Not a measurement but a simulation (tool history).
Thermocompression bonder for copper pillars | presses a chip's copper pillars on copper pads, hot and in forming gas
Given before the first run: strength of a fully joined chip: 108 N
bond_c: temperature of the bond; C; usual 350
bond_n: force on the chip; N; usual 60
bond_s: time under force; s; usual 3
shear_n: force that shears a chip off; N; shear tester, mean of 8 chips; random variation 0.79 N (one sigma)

run     day  bond_c  bond_n  bond_s  shear_n
  1   0.000     350      60       3     80.7
  2   2.242     350      60       3     79.7
  3   3.950     350      60       3     78.4
  4   6.158     350      60       3     77.5
  5   8.283     350      60       3     77.3
  6  10.142     350      60       3     75.5
  7  12.108     350      60       3     81.5
  8  13.821     353      60       3     83.9
  9  15.754     376      60       3     91.4
 10  17.646     376      46       3     82.7
 11  19.546     350      60       3     76.6
 12  20.521     350      60       3     75.7
 13  22.442     350      60       3     74.6
 14  23.608     350      60       3     80.5
 15  25.542     350      60       2     68.4
 16  27.600     350      60       2     69.6
 17  29.296     327      60       3     62.3
 18  31.008     327      60       3     61.3
 19  33.062     327      60       3     61.6
 20  35.188     327      36       3     43.2
 21  37.333     358      72       3     86.3
 22  38.792     350      85       3     89.9
 23  40.129     350      85       3     89.8
 24  41.583     335      78       3     77.9
 25  43.642     335      78       3     78.2
 26  45.717     335      78       3     77.0
 27  47.117     335      78       3     76.1
 28  48.725     364      60       2     78.5
 29  50.133     364      60       2     77.1
 30  52.225     364      60       2     76.9
 31  53.588     352      60       4     83.1
 32  55.754     350      73       3     83.7
 33  57.529     359      50       2     66.3
 34  59.233     363      51       3     72.8
 35  60.188     330      60       2     57.8
 36  61.788     335      60       2     65.6
 37  63.762     370      56       5     95.3
 38  65.125     370      56       5     93.4
 39  66.275     370      56       5     92.7

The log once held 7 entries between its listed runs, left out of this copy. Where does each go, and what is different about the tool's unlogged condition between the listed run before it and the listed run after it?
Run 6 -> run 7: forming gas filter changed (day 10.504)
  true temperature of the bond over the reading, C: 5.9 -> 6.1; force that reaches the chip, % of what is set: 107.7 -> 108; oxide that the forming gas leaves, % of the face: 9.1 -> 1.63
  measured value less the no-hidden-state value, shear_n: -1.4 -> +5.0 N
Run 10 -> run 11: force cell calibrated (day 17.908)
  true temperature of the bond over the reading, C: 6.5 -> 6.6; force that reaches the chip, % of what is set: 109 -> 100.6; oxide that the forming gas leaves, % of the face: 5.32 -> 6.59
  measured value less the no-hidden-state value, shear_n: +1.9 -> -1.5 N
Run 13 -> run 14: forming gas filter changed (day 23.142)
  true temperature of the bond over the reading, C: 6.8 -> 6.9; force that reaches the chip, % of what is set: 101.1 -> 101.3; oxide that the forming gas leaves, % of the face: 8.57 -> 0.84
  measured value less the no-hidden-state value, shear_n: -2.8 -> +3.7 N
Run 14 -> run 15: heater calibrated with a thermocouple chip (day 24.212)
  true temperature of the bond over the reading, C: 6.9 -> -0.9; force that reaches the chip, % of what is set: 101.3 -> 101.6; oxide that the forming gas leaves, % of the face: 0.84 -> 2.2
  measured value less the no-hidden-state value, shear_n: +3.7 -> -1.0 N
Run 20 -> run 21: forming gas filter changed (day 35.792)
  true temperature of the bond over the reading, C: -0.3 -> -0.1; force that reaches the chip, % of what is set: 103.2 -> 103.5; oxide that the forming gas leaves, % of the face: 8.92 -> 1.73
  measured value less the no-hidden-state value, shear_n: -3.0 -> +0.0 N
Run 27 -> run 28: forming gas filter changed (day 48.404)
  true temperature of the bond over the reading, C: 0.5 -> 0.6; force that reaches the chip, % of what is set: 105.2 -> 105.4; oxide that the forming gas leaves, % of the face: 8.4 -> 0.76
  measured value less the no-hidden-state value, shear_n: -4.4 -> +2.2 N
Run 35 -> run 36: forming gas filter changed (day 60.962)
  true temperature of the bond over the reading, C: 1.4 -> 1.5; force that reaches the chip, % of what is set: 107.4 -> 107.6; oxide that the forming gas leaves, % of the face: 8.51 -> 1.09
  measured value less the no-hidden-state value, shear_n: -1.4 -> +3.4 N

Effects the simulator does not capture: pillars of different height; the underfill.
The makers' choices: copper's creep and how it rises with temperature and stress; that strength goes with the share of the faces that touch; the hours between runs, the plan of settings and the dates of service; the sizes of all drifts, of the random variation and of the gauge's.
